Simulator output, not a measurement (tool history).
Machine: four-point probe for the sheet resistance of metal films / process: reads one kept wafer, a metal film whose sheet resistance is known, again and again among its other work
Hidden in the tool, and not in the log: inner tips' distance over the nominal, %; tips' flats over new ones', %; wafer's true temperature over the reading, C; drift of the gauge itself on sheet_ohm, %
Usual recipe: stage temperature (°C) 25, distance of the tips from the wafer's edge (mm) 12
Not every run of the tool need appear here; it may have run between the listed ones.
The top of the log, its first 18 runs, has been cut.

run,hour,stage temperature (°C),distance of the tips from the wafer's edge (mm),touches since the probe head was changed,hours of work since the stage's thermometer was calibrated,sheet resistance as the instrument gives it (ohm/square)
19,1021.7,24,12,13723,242,0.16491
20,1100.3,23,12,14543,275,0.164783
21,1149.7,23,12,15058,296,0.164821
22,1209.7,23,12,15683,321,0.164757
23,1255.3,24,70,16159,340,0.164703
24,1291.4,35,55,16534,355,0.165711
25,1366.7,19,39,17319,387,0.164281
26,1411.7,32,30,17788,406,0.165484
27,1470.9,22,41,18405,431,0.164517
28,1525.9,22,41,18979,454,0.164547
29,1557.7,25,23,19310,467,0.164835
30,1611.7,31,43,19873,490,0.165429
31,1660.6,31,43,20383,510,0.165301
32,1730.4,28,57,21109,539,0.165084
33,1786,28,8,21689,563,0.165432
34,1827.2,19,5,22118,580,0.165099
35,1875.9,19,5,22626,600,0.165024
36,1948.4,22,54,23381,631,0.164429
37,1990.3,32,11,23818,648,0.165554
38,2058.8,20,6,24532,677,0.164918
39,2103.4,28,12,24997,696,0.165165
40,2176.1,28,12,25754,726,0.165155
41,2239.6,32,13,26416,753,0.165488
42,2300.5,31,10,27051,778,0.165525

Forecast run 43:
43,2359.2,25,8,27663,803,?

sheet resistance as the instrument gives it (ohm/square): 0.165134
Without the tool's hidden state the same run would have given sheet resistance as the instrument gives it (ohm/square) 0.165799.
